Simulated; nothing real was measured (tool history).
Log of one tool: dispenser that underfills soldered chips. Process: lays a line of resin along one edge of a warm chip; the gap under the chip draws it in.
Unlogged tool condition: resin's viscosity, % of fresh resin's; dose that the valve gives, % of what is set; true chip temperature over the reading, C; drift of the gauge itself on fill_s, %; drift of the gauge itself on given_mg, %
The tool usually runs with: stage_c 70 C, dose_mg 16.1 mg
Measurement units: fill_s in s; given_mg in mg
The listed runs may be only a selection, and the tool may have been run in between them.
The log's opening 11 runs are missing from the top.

run	hour	stage_c	dose_mg	hours of work since the syringe was changed	hours of work since the valve was cleaned	hours of work since the stage was calibrated	fill_s	given_mg
12	100.4	70	16.1	5	65	149	99.2	15.49
# hour 105.5: new syringe of resin
13	110.6	70	16.1	3	71	155	84.1	15.55
# hour 119.5: new syringe of resin
14	123.3	70	16.1	2	79	163	81.5	15.48
15	128.6	70	16.1	6	82	166	102.9	15.45
# hour 132.9: new syringe of resin
16	138.8	70	20.6	4	88	172	84.1	19.68
# hour 146.1: new syringe of resin
17	146.1	70	20.6	0	92	176	68.1	19.67
18	155.5	70	20.6	6	98	182	101.1	19.62
# hour 159.5: new syringe of resin
19	162.4	70	20.6	2	102	186	74.2	19.54
# hour 173.1: new syringe of resin
20	173.8	70	20.6	0	109	193	69.9	19.45
21	180.5	61	20.6	5	113	197	125.4	19.36
# hour 186.7: new syringe of resin
# hour 191.5: dispensing valve cleaned and set on the balance
22	191.9	61	20.6	3	0	203	107.1	20.61
23	198.2	68	15.7	6	4	207	117.1	15.6
# hour 201: new syringe of resin
24	206.4	68	15.7	3	9	212	94.6	15.69
# hour 214.5: new syringe of resin
25	217.3	68	13.8	2	15	219	89.5	13.71
26	227.4	64	15.5	8	22	225	149.5	15.4
# hour 228.3: new syringe of resin
27	238.7	64	14.5	6	28	232	135.8	14.38
# hour 242.1: new syringe of resin
28	251.1	64	14.5	6	36	239	127	14.27
# hour 255.8: new syringe of resin
29	263.5	64	14.5	5	43	247	121.5	14.25

What will run 30 give?
# hour 269.7: new syringe of resin
30	274.6	64	14.5	3	50	253	?	?

Run 30 gave fill_s 109.3 s, given_mg 14.17 mg.
With no hidden state in the tool, this same run would have given fill_s 83.8 s, given_mg 14.49 mg.
